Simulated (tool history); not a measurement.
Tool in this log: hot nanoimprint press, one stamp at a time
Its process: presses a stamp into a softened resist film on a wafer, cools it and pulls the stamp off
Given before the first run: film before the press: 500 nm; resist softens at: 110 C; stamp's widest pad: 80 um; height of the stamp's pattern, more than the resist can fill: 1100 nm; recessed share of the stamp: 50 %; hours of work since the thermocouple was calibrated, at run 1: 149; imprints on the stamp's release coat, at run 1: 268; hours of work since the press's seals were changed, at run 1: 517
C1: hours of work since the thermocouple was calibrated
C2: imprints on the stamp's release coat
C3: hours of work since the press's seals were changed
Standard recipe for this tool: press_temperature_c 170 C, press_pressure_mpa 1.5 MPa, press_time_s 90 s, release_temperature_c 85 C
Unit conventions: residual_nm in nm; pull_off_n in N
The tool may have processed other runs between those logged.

{"run": 1, "day": 0.0, "press_temperature_c": 170, "press_pressure_mpa": 1.5, "press_time_s": 90, "release_temperature_c": 85, "C1": 149, "C2": 268, "C3": 517, "residual_nm": 280.8, "pull_off_n": 242}
{"run": 2, "day": 1.562, "press_temperature_c": 170, "press_pressure_mpa": 1.5, "press_time_s": 90, "release_temperature_c": 85, "C1": 173, "C2": 378, "C3": 540, "residual_nm": 281.4, "pull_off_n": 243}
{"run": 3, "day": 2.783, "press_temperature_c": 170, "press_pressure_mpa": 1.5, "press_time_s": 90, "release_temperature_c": 85, "C1": 191, "C2": 463, "C3": 558, "residual_nm": 283.3, "pull_off_n": 249}
{"run": 4, "day": 4.246, "press_temperature_c": 170, "press_pressure_mpa": 1.5, "press_time_s": 90, "release_temperature_c": 85, "C1": 213, "C2": 566, "C3": 580, "residual_nm": 283.5, "pull_off_n": 245}
{"day": 4.608, "done": "stamp cleaned and given a new release coat"}
{"run": 5, "day": 5.942, "press_temperature_c": 170, "press_pressure_mpa": 1.5, "press_time_s": 90, "release_temperature_c": 85, "C1": 235, "C2": 94, "C3": 602, "residual_nm": 283.9, "pull_off_n": 232}
{"run": 6, "day": 6.896, "press_temperature_c": 170, "press_pressure_mpa": 1.5, "press_time_s": 90, "release_temperature_c": 85, "C1": 249, "C2": 161, "C3": 617, "residual_nm": 288.7, "pull_off_n": 234}
{"run": 7, "day": 8.062, "press_temperature_c": 170, "press_pressure_mpa": 1.5, "press_time_s": 90, "release_temperature_c": 82, "C1": 267, "C2": 243, "C3": 634, "residual_nm": 290, "pull_off_n": 246}
{"run": 8, "day": 9.067, "press_temperature_c": 170, "press_pressure_mpa": 1.5, "press_time_s": 90, "release_temperature_c": 82, "C1": 282, "C2": 313, "C3": 649, "residual_nm": 291.5, "pull_off_n": 245}
{"run": 9, "day": 10.262, "press_temperature_c": 164, "press_pressure_mpa": 1.5, "press_time_s": 103, "release_temperature_c": 71, "C1": 300, "C2": 397, "C3": 667, "residual_nm": 350.1, "pull_off_n": 272}

For run 10, what comes out?
{"run": 10, "day": 12.088, "press_temperature_c": 164, "press_pressure_mpa": 1.5, "press_time_s": 103, "release_temperature_c": 87, "C1": 327, "C2": 526, "C3": 695, "residual_nm": "?", "pull_off_n": "?"}

residual_nm: 354.9 nm
pull_off_n: 244 N
With no hidden state in the tool, this same run would have given residual_nm 329.7 nm, pull_off_n 223 N.

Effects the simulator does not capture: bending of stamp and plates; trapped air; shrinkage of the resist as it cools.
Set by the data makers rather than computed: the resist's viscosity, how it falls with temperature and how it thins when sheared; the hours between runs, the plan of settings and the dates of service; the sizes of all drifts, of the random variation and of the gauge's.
